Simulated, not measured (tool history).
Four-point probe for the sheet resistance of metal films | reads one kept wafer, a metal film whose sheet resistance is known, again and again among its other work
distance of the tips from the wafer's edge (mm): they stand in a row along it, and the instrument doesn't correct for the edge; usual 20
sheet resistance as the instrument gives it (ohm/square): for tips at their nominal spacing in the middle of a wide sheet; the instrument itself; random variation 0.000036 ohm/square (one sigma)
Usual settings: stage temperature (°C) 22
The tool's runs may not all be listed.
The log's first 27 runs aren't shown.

run,hour,stage temperature (°C),distance of the tips from the wafer's edge (mm),touches since the probe head was changed,hours of work since the stage's thermometer was calibrated,sheet resistance as the instrument gives it (ohm/square)
28,1956.6,24,60,107395,496,0.178473
29,2041,21,40,110460,531,0.178656
30,2143.1,22,32,114167,574,0.178715
31,2233.3,22,32,117445,611,0.178685
32,2328.7,20,9,120908,651,0.179818
33,2430.2,20,9,124596,693,0.179879
34,2498.7,24,32,127082,722,0.178622
35,2573.4,24,32,129797,753,0.178591
36,2647.3,27,31,132479,784,0.178429
37,2706.5,22,8,134628,808,0.180057
38,2766.3,35,20,136800,833,0.178247
39,2846,35,20,139697,866,0.178278
40,2897.2,18,7,141555,888,0.18064
41,2938.8,18,7,143065,905,0.180669
42,2981.5,20,12,144617,923,0.179297
43,3073.1,20,12,147942,961,0.17939
44,3171.7,33,62,151525,1002,0.178136

Forecast each of these 4 alternatives for the next run:
A,3216,27,40,153131,1020,?
B,3216,22,7,153131,1020,?
C,3216,18,62,153131,1020,?
D,3216,33,28,153131,1020,?

run,sheet resistance as the instrument gives it (ohm/square)
A,0.178388
B,0.180488
C,0.178799
D,0.178294
Without the tool's hidden state the same runs would have given:
run,sheet resistance as the instrument gives it (ohm/square)
A,0.178373
B,0.180472
C,0.178783
D,0.178278
